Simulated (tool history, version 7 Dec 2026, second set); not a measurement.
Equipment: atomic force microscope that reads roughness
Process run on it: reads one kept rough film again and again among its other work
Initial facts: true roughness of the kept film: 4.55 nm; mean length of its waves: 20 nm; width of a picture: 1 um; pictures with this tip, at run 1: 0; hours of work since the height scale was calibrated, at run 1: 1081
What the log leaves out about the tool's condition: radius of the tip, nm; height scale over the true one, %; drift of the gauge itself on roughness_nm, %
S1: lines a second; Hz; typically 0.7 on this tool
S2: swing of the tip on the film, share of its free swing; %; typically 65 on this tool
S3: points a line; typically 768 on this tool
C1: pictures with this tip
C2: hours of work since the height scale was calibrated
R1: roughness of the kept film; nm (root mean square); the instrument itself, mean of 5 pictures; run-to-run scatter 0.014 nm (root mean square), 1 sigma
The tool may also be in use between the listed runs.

| run | hour | S1 | S2 | S3 | C1 | C2 | R1 |
|---|---|---|---|---|---|---|---|
| 1 | 0 | 0.7 | 65 | 768 | 0 | 1081 | 3.423 |
| 2 | 47.4 | 0.7 | 72 | 768 | 54 | 1115 | 2.086 |
|  | 73.5 | new tip fitted |
| 3 | 118.9 | 0.7 | 72 | 768 | 51 | 1165 | 2.141 |
|  | 149.9 | new tip fitted |
| 4 | 195.5 | 1.256 | 72 | 768 | 52 | 1218 | 2.079 |
|  | 223.5 | new tip fitted |
| 5 | 229.7 | 1.429 | 65 | 768 | 7 | 1242 | 3.087 |
| 6 | 264.6 | 0.7 | 65 | 768 | 47 | 1266 | 2.124 |
|  | 295.9 | new tip fitted |
| 7 | 331.6 | 1.019 | 65 | 768 | 41 | 1313 | 2.318 |
|  | 370 | new tip fitted |
| 8 | 386.4 | 0.7 | 75 | 768 | 18 | 1351 | 2.904 |
| 9 | 423.5 | 0.7 | 59 | 524 | 60 | 1377 | 2.017 |
|  | 447.1 | new tip fitted |
| 10 | 467.5 | 0.7 | 59 | 524 | 23 | 1408 | 2.605 |
|  | 519.9 | new tip fitted |
| 11 | 529.5 | 1.262 | 65 | 399 | 11 | 1451 | 2.873 |
|  | 594.2 | new tip fitted |
| 12 | 600.7 | 0.506 | 84 | 393 | 8 | 1501 | 3.005 |
| 13 | 653.8 | 0.88 | 82 | 264 | 68 | 1538 | 1.746 |
|  | 669.8 | new tip fitted |
| 14 | 725.1 | 1.682 | 87 | 593 | 63 | 1588 | 1.894 |
|  | 745.8 | new tip fitted |
| 15 | 777 | 0.898 | 65 | 496 | 35 | 1624 | 2.424 |
|  | 820.8 | new tip fitted |
| 16 | 836.5 | 0.898 | 65 | 496 | 18 | 1666 | 2.837 |

Alternative continuations, all from the tool just after run 16; predict every row:
| A | 881 | 3.057 | 82 | 768 | 69 | 1697 | ? |
| B | 881 | 2.227 | 79 | 496 | 69 | 1697 | ? |
| C | 881 | 2.384 | 67 | 655 | 69 | 1697 | ? |
| D | 881 | 1.007 | 64 | 314 | 69 | 1697 | ? |

| run | R1 |
|---|---|
| A | 1.741 |
| B | 1.785 |
| C | 1.842 |
| D | 1.858 |
Stripped of hidden state, with their random variation kept, the same runs would have yielded:
| run | R1 |
|---|---|
| A | 3.144 |
| B | 3.217 |
| C | 3.326 |
| D | 3.352 |
